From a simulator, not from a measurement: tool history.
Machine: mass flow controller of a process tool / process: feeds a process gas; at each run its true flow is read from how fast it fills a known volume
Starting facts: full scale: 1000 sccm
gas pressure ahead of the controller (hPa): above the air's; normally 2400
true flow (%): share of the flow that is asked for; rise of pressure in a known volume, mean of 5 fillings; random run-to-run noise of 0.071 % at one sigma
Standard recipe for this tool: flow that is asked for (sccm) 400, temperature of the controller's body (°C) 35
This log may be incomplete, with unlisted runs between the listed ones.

run	day	flow that is asked for (sccm)	gas pressure ahead of the controller (hPa)	temperature of the controller's body (°C)	true flow (%)
1	0	400	2400	35	99.55
2	4.746	400	2400	35	99.61
3	14.112	400	2400	35	99.64
4	22.608	400	2400	35	99.77
5	28.304	400	2400	35	99.71
6	37.383	400	2400	25	99
7	42.55	400	2380	35	99.99
8	51.042	100	2400	35	99.34
9	56.579	100	2400	35	99.45
10	62.442	335	2500	28	99.27

Some steps in true flow (%) between neighbouring runs. How much of each would the tool show without its hidden state too (settings, what came in, random variation), and how much is left for the hidden state, with any gauge scatter that isn't in both results?
What the log doesn't record here: flow at rest that the sensor doesn't see, % of full scale; true flow over the shown one, %; drift of the gauge itself on true_pct, %.
Run 2 -> 3: no setting touched and nothing written in the log between the runs. true flow (%) +0.03: hidden state +0.1, all else -0.07.
Run 6 -> 7: gas pressure ahead of the controller (hPa) 2400 -> 2380, temperature of the controller's body (°C) 25 -> 35. true flow (%) +0.99: hidden state +0.06, all else +0.93.

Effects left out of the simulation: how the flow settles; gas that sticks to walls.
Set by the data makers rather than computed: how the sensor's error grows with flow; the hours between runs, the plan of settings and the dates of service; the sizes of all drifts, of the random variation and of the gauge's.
